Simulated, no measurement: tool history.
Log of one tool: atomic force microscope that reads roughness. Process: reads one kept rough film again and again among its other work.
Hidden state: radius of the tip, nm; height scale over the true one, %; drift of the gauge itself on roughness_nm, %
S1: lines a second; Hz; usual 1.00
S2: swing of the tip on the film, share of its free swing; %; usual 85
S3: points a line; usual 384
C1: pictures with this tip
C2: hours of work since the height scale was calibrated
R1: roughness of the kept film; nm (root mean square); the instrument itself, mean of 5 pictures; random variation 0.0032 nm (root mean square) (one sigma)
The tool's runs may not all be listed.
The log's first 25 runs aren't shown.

| run | hour | S1 | S2 | S3 | C1 | C2 | R1 |
|---|---|---|---|---|---|---|---|
| 26 | 937.3 | 1.00 | 65 | 384 | 244 | 1236 | 1.374 |
| 27 | 981.0 | 2.44 | 73 | 345 | 309 | 1265 | 1.222 |
| 28 | 1030.1 | 3.49 | 83 | 432 | 381 | 1298 | 1.020 |
|  | 1033.7 | new tip fitted |
| 29 | 1077.6 | 1.00 | 85 | 408 | 65 | 1329 | 1.291 |
| 30 | 1102.7 | 1.00 | 85 | 408 | 102 | 1346 | 1.292 |
| 31 | 1138.8 | 0.56 | 60 | 280 | 156 | 1371 | 1.414 |
| 32 | 1175.6 | 0.68 | 85 | 384 | 210 | 1395 | 1.323 |
| 33 | 1213.0 | 0.68 | 85 | 384 | 265 | 1420 | 1.317 |

The next listed run, before its measurement:
| 34 | 1258.4 | 0.68 | 85 | 384 | 333 | 1451 | ? |

{"run 34": {"R1": 1.308}}
Without the tool's hidden state the same run would have given R1 1.354 nm (root mean square).
